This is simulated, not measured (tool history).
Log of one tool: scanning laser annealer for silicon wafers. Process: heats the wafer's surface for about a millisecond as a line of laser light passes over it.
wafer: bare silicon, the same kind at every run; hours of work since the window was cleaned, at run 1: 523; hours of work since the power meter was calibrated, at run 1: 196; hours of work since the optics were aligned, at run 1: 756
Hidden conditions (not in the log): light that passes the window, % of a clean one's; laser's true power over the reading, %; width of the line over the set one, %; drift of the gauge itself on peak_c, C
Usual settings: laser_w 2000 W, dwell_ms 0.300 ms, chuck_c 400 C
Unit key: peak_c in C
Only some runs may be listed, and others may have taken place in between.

run	hour	laser_w	dwell_ms	chuck_c	hours of work since the window was cleaned	hours of work since the power meter was calibrated	hours of work since the optics were aligned	peak_c
1	0.0	2000	0.300	400	523	196	756	1235
2	8.1	2000	0.259	400	528	201	761	1185
3	14.9	2000	0.233	400	532	205	764	1149
4	18.8	2000	0.300	400	534	207	767	1236
5	25.1	2000	0.319	400	537	210	770	1259
6	30.1	2000	0.319	400	540	213	773	1259
7	38.0	2000	0.300	423	544	218	777	1261
8	42.5	2000	0.300	423	547	220	780	1260
9	48.9	2000	0.300	400	550	224	783	1235
10	57.8	2000	0.300	400	555	228	788	1236
11	62.9	2000	0.300	436	558	231	791	1272
12	68.5	2000	0.300	436	561	234	794	1273
13	73.8	2000	0.245	363	564	237	797	1129
14	81.6	2000	0.245	363	569	242	802	1131
15	89.3	2000	0.245	363	573	246	806	1130
16	95.8	2000	0.291	411	577	250	809	1236
17	103.8	1826	0.356	411	581	254	814	1238
18	107.7	2141	0.350	433	583	256	816	1385
19	112.8	2063	0.249	395	586	259	819	1190
20	118.3	1868	0.376	408	589	262	822	1276
21	125.9	1868	0.376	408	593	266	826	1275

Here are 5 independent what-if runs from the current tool condition. What would each one return?
A	133.8	2042	0.355	399	598	271	831	?
B	133.8	1868	0.221	386	598	271	831	?
C	133.8	1824	0.300	400	598	271	831	?
D	133.8	1818	0.322	400	598	271	831	?
E	133.8	2014	0.296	408	598	271	831	?

run	peak_c
A	1316
B	1077
C	1170
D	1188
E	1245
What these runs would have given with no unlogged condition in the tool:
run	peak_c
A	1318
B	1079
C	1171
D	1189
E	1246
